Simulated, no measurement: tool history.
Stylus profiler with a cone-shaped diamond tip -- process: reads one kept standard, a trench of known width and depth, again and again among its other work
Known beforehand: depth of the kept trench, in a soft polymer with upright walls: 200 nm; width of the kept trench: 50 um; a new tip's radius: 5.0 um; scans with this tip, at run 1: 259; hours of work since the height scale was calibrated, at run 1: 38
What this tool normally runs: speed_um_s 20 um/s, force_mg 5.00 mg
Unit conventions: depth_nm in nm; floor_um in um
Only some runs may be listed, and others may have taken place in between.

run   hour  speed_um_s  force_mg  scans with this tip  hours of work since the height scale was calibrated  depth_nm  floor_um
  1    0.0          20      5.00                  259                                                   38    201.73     47.07
  2   18.7           6      5.00                  335                                                   50    201.99     47.10
  3   41.2          23      5.00                  427                                                   63    201.79     47.08
  4   58.9          23     11.21                  499                                                   74    203.16     47.09
  5   81.8          23     11.21                  592                                                   88    203.06     47.06
  6   96.6          20      5.00                  653                                                   97    201.75     47.08
  7  117.4          20      5.00                  738                                                  109    201.69     47.06
  8  139.4          80      5.00                  828                                                  123    201.71     46.86
  9  159.0          80      5.00                  908                                                  134    201.77     46.88
 10  179.3          80      5.00                  990                                                  147    201.64     46.89
 11  189.4          80      5.00                 1032                                                  153    201.90     46.87
 12  211.4          20      5.00                 1121                                                  166    201.75     47.06
 13  222.4          20      5.00                 1166                                                  173    201.80     47.06

For run 14, what comes out?
 14  241.7           5      2.96                 1245                                                  184         ?         ?

Run 14 yielded depth_nm 201.13 nm, floor_um 47.09 um.
On a tool with no hidden condition, and with the same random variation, this run would have come out at depth_nm 201.20 nm, floor_um 47.20 um.

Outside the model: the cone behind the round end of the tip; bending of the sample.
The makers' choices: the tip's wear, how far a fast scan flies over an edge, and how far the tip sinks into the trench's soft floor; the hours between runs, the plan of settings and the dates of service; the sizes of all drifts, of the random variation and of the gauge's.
